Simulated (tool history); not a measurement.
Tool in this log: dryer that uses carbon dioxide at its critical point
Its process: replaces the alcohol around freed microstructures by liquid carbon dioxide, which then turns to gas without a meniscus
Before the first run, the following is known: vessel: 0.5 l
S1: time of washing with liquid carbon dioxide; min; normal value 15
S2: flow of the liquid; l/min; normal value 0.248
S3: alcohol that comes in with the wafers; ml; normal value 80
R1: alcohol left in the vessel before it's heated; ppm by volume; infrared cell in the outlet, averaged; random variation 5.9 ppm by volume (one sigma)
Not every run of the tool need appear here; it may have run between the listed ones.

run 1 hour=0.0 | S1=15 S2=0.248 S3=80 | R1=311
run 2 hour=31.8 | S1=15 S2=0.246 S3=80 | R1=320
run 3 hour=77.8 | S1=15 S2=0.246 S3=80 | R1=333
run 4 hour=122.5 | S1=15 S2=0.246 S3=80 | R1=358
run 5 hour=160.3 | S1=15 S2=0.246 S3=80 | R1=361
run 6 hour=204.4 | S1=15 S2=0.246 S3=80 | R1=363
run 7 hour=226.2 | S1=15 S2=0.246 S3=80 | R1=388
run 8 hour=260.4 | S1=16 S2=0.246 S3=80 | R1=275
run 9 hour=284.7 | S1=16 S2=0.246 S3=80 | R1=283
run 10 hour=305.9 | S1=15 S2=0.248 S3=80 | R1=391
run 11 hour=347.3 | S1=15 S2=0.248 S3=80 | R1=400
run 12 hour=377.6 | S1=15 S2=0.248 S3=80 | R1=396
run 13 hour=408.7 | S1=11 S2=0.248 S3=46 | R1=1106
run 14 hour=448.1 | S1=17 S2=0.188 S3=47 | R1=621
run 15 hour=477.3 | S1=17 S2=0.188 S3=47 | R1=624
run 16 hour=501.1 | S1=17 S2=0.188 S3=47 | R1=625
run 17 hour=524.0 | S1=17 S2=0.188 S3=47 | R1=644
run 18 hour=565.1 | S1=10 S2=0.302 S3=43 | R1=689
run 19 hour=583.8 | S1=10 S2=0.302 S3=43 | R1=714
run 20 hour=616.5 | S1=20 S2=0.267 S3=108 | R1=124
run 21 hour=653.7 | S1=14 S2=0.248 S3=21 | R1=239
run 22 hour=687.4 | S1=15 S2=0.237 S3=80 | R1=656

Branching from run 22: 5 alternative next runs. What would each branch give?
run A hour=722.8 | S1=15 S2=0.415 S3=20 | R1=?
run B hour=722.8 | S1=11 S2=0.342 S3=104 | R1=?
run C hour=722.8 | S1=18 S2=0.237 S3=80 | R1=?
run D hour=722.8 | S1=17 S2=0.206 S3=83 | R1=?
run E hour=722.8 | S1=11 S2=0.391 S3=80 | R1=?

run=A R1=96
run=B R1=565
run=C R1=266
run=D R1=763
run=E R1=238
The same runs, with their run-to-run variation unchanged, on a tool lacking any hidden condition would have given:
run=A R1=12
run=B R1=228
run=C R1=78
run=D R1=343
run=E R1=66
